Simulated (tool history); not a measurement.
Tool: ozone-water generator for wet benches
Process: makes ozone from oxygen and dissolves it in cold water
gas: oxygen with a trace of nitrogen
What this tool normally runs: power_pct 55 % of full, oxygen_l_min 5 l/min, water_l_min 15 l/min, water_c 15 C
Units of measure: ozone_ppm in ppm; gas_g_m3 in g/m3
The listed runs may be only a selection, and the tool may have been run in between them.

run    hour  power_pct  oxygen_l_min  water_l_min  water_c  ozone_ppm  gas_g_m3
  1       0         55             5           15       15       11.7     113.5
  2   121.1         55             5           15       13       11.8     114.7
  3   249.3         55             5           15       13       12.2     114.3
  4   409.8         55             5           15       13         12     114.8
  5   503.9         55             5           15       13       11.9     114.8
  6   602.9         55             5           13       15       12.8     113.5
  7   733.3         55             5           13       15       12.9     114.2
  8   876.7         55             5           13       15       12.9     113.8
  9    1015         55             5           15       15       11.5     113.7
 10  1190.6         55             5           15       15       11.5       114
 11  1350.2         55          8.88           10       20       11.6      78.2
 12  1500.8         55          8.88           10       20       11.6      78.9
 13  1622.6         85          5.93           10       20       19.2       149
 14  1699.7         85          5.93           10       20       19.1       150
 15  1873.1         60          3.18            9        8       21.5     164.4

Expected results for the next run?
     1906.5  -- water thermometer calibrated
 16  2009.9         51          8.48           15        9          ?         ?

ozone_ppm: 11 ppm
gas_g_m3: 76.4 g/m3
Take away the tool's hidden state, keep the run-to-run variation as it was, and the same run would have given ozone_ppm 11 ppm, gas_g_m3 76.4 g/m3.
